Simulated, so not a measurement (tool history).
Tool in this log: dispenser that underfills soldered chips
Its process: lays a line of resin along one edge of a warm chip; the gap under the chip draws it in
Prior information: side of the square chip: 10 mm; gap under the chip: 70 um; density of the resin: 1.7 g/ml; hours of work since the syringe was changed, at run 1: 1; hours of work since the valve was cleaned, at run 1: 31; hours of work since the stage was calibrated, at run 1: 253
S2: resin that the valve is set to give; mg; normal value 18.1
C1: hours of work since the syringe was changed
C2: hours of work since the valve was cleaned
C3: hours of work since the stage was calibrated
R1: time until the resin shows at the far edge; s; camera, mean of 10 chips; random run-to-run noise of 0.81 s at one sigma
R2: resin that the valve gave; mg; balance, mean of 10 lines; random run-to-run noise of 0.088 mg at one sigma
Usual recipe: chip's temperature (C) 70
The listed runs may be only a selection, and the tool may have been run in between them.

Run 1, day 0: usual settings; C1 1; C2 31; C3 253. Result: R1 76.2 s, R2 17.76 mg.
At day 0.329: new syringe of resin.
Run 2, day 0.488: usual settings; C1 3; C2 40; C3 262. Result: R1 92.3 s, R2 17.44 mg.
At day 0.7: new syringe of resin.
Run 3, day 0.892: usual settings but S2 16.5 mg; C1 3; C2 47; C3 269. Result: R1 102.4 s, R2 15.89 mg.
At day 1.092: new syringe of resin.
Run 4, day 1.442: usual settings but chip's temperature (C) 59; C1 6; C2 57; C3 279. Result: R1 231.7 s, R2 17.37 mg.
At day 1.488: new syringe of resin.
At day 1.858: new syringe of resin.
Run 5, day 1.95: usual settings but chip's temperature (C) 59; C1 2; C2 66; C3 288. Result: R1 154.8 s, R2 17.37 mg.
At day 2.271: new syringe of resin.
Run 6, day 2.575: usual settings but chip's temperature (C) 59; C1 6; C2 77; C3 299. Result: R1 217.2 s, R2 16.97 mg.
At day 2.642: new syringe of resin.
At day 3.058: new syringe of resin.
Run 7, day 3.125: usual settings but S2 17.7 mg; C1 1; C2 86; C3 308. Result: R1 80.4 s, R2 16.43 mg.
At day 3.471: new syringe of resin.
Run 8, day 3.471: usual settings but chip's temperature (C) 65; C1 0; C2 92; C3 314. Result: R1 93 s, R2 16.82 mg.
At day 3.879: new syringe of resin.
Run 9, day 3.892: usual settings but chip's temperature (C) 65; C1 0; C2 100; C3 322. Result: R1 98.5 s, R2 16.78 mg.
Run 10, day 4.2: usual settings but chip's temperature (C) 65; C1 6; C2 105; C3 327. Result: R1 159.5 s, R2 16.66 mg.
At day 4.254: new syringe of resin.
Run 11, day 4.571: usual settings but chip's temperature (C) 65; C1 6; C2 112; C3 334. Result: R1 159.4 s, R2 16.43 mg.
At day 4.638: new syringe of resin.
Run 12, day 4.925: usual settings; C1 5; C2 118; C3 340. Result: R1 114.2 s, R2 16.48 mg.
At day 5.004: new syringe of resin.
At day 5.4: new syringe of resin.
Run 13, day 5.438: usual settings; C1 1; C2 127; C3 349. Result: R1 76.2 s, R2 16.34 mg.
At day 5.767: new syringe of resin.
Run 14, day 5.796: usual settings; C1 0; C2 133; C3 355. Result: R1 75.5 s, R2 16.31 mg.
At day 5.912: dispensing valve cleaned and set on the balance.
At day 6.238: new syringe of resin.
Run 15, day 6.242: usual settings; C1 0; C2 6; C3 362. Result: R1 71.5 s, R2 18 mg.
Run 16, day 6.562: usual settings; C1 6; C2 12; C3 368. Result: R1 119 s, R2 17.92 mg.
At day 6.629: new syringe of resin.
At day 7.008: new syringe of resin.
Run 17, day 7.275: usual settings; C1 5; C2 24; C3 380. Result: R1 106.2 s, R2 17.71 mg.
At day 7.388: new syringe of resin.
At day 7.779: new syringe of resin.
Run 18, day 7.833: usual settings but chip's temperature (C) 84, S2 15.7 mg; C1 1; C2 34; C3 390. Result: R1 38.2 s, R2 15.3 mg.
At day 8.2: new syringe of resin.
Run 19, day 8.467: usual settings but chip's temperature (C) 84, S2 16.1 mg; C1 5; C2 45; C3 401. Result: R1 54.1 s, R2 15.63 mg.
At day 8.625: new syringe of resin.
Run 20, day 8.796: usual settings but chip's temperature (C) 74, S2 20.4 mg; C1 3; C2 51; C3 407. Result: R1 74.6 s, R2 19.78 mg.
At day 9: new syringe of resin.
At day 9.379: new syringe of resin.
Run 21, day 9.433: usual settings but chip's temperature (C) 74, S2 20.4 mg; C1 1; C2 62; C3 418. Result: R1 62 s, R2 19.56 mg.
At day 9.796: new syringe of resin.
At day 10.192: new syringe of resin.
Run 22, day 10.192: usual settings but chip's temperature (C) 75, S2 15.6 mg; C1 0; C2 75; C3 432. Result: R1 56.6 s, R2 14.58 mg.
At day 10.575: new syringe of resin.
Run 23, day 10.925: usual settings but chip's temperature (C) 75, S2 15.6 mg; C1 6; C2 88; C3 445. Result: R1 96.2 s, R2 14.63 mg.
At day 10.983: new syringe of resin.
At day 11.367: new syringe of resin.
Run 24, day 11.629: usual settings but chip's temperature (C) 65, S2 19 mg; C1 5; C2 101; C3 457. Result: R1 140.1 s, R2 17.63 mg.
At day 11.75: new syringe of resin.
At day 12.171: new syringe of resin.
Run 25, day 12.271: usual settings but chip's temperature (C) 65, S2 19 mg; C1 2; C2 112; C3 468. Result: R1 107.9 s, R2 17.47 mg.
At day 12.55: new syringe of resin.
Run 26, day 12.821: usual settings but chip's temperature (C) 80, S2 21.8 mg; C1 5; C2 122; C3 478. Result: R1 63.3 s, R2 19.85 mg.
At day 12.929: new syringe of resin.
At day 13.317: new syringe of resin.
At day 13.617: dispensing valve cleaned and set on the balance.
Run 27, day 13.625: usual settings but chip's temperature (C) 74, S2 22.2 mg; C1 5; C2 0; C3 491. Result: R1 85 s, R2 22.17 mg.
At day 13.758: new syringe of resin.
Run 28, day 13.962: usual settings but chip's temperature (C) 63, S2 16.7 mg; C1 4; C2 6; C3 497. Result: R1 145.5 s, R2 16.65 mg.
At day 14.129: new syringe of resin.
Run 29, day 14.408: usual settings but chip's temperature (C) 71, S2 22.3 mg; C1 5; C2 14; C3 505. Result: R1 98.7 s, R2 21.77 mg.
At day 14.529: new syringe of resin.
Run 30, day 14.817: usual settings but chip's temperature (C) 57, S2 20.9 mg; C1 5; C2 21; C3 512. Result: R1 222.4 s, R2 20.45 mg.
At day 14.933: new syringe of resin.
Run 31, day 15.133: usual settings but chip's temperature (C) 63, S2 16.9 mg; C1 4; C2 27; C3 518. Result: R1 140.8 s, R2 16.48 mg.
At day 15.308: new syringe of resin.
Run 32, day 15.617: usual settings but chip's temperature (C) 60; C1 6; C2 35; C3 526. Result: R1 195.7 s, R2 17.58 mg.
At day 15.696: new syringe of resin.
Run 33, day 16.004: usual settings but chip's temperature (C) 60; C1 6; C2 42; C3 533. Result: R1 193.9 s, R2 17.51 mg.

Here are 5 independent what-if runs from the current tool condition. What would each one return?
At day 16.083: new syringe of resin.
Run A, day 16.392: usual settings but chip's temperature (C) 58, S2 22.1 mg; C1 6; C2 49; C3 540. Result: R1 ?, R2 ?.
At day 16.083: new syringe of resin.
Run B, day 16.392: usual settings but S2 20.7 mg; C1 6; C2 49; C3 540. Result: R1 ?, R2 ?.
At day 16.083: new syringe of resin.
Run C, day 16.392: usual settings but S2 21.7 mg; C1 6; C2 49; C3 540. Result: R1 ?, R2 ?.
At day 16.083: new syringe of resin.
Run D, day 16.392: usual settings but chip's temperature (C) 56, S2 15.7 mg; C1 6; C2 49; C3 540. Result: R1 ?, R2 ?.
At day 16.083: new syringe of resin.
Run E, day 16.392: usual settings but chip's temperature (C) 63, S2 22.2 mg; C1 6; C2 49; C3 540. Result: R1 ?, R2 ?.

run     R1     R2
  A  207.1  21.32
  B  107.9  19.79
  C  108.4  20.74
  D  255.1  15.18
  E  160.2  21.35
Without the tool's unlogged condition, the same runs would have read:
run     R1     R2
  A  142.4  22.23
  B   73.4  20.64
  C   73.8  21.63
  D  173.6  15.82
  E  109.8  22.26
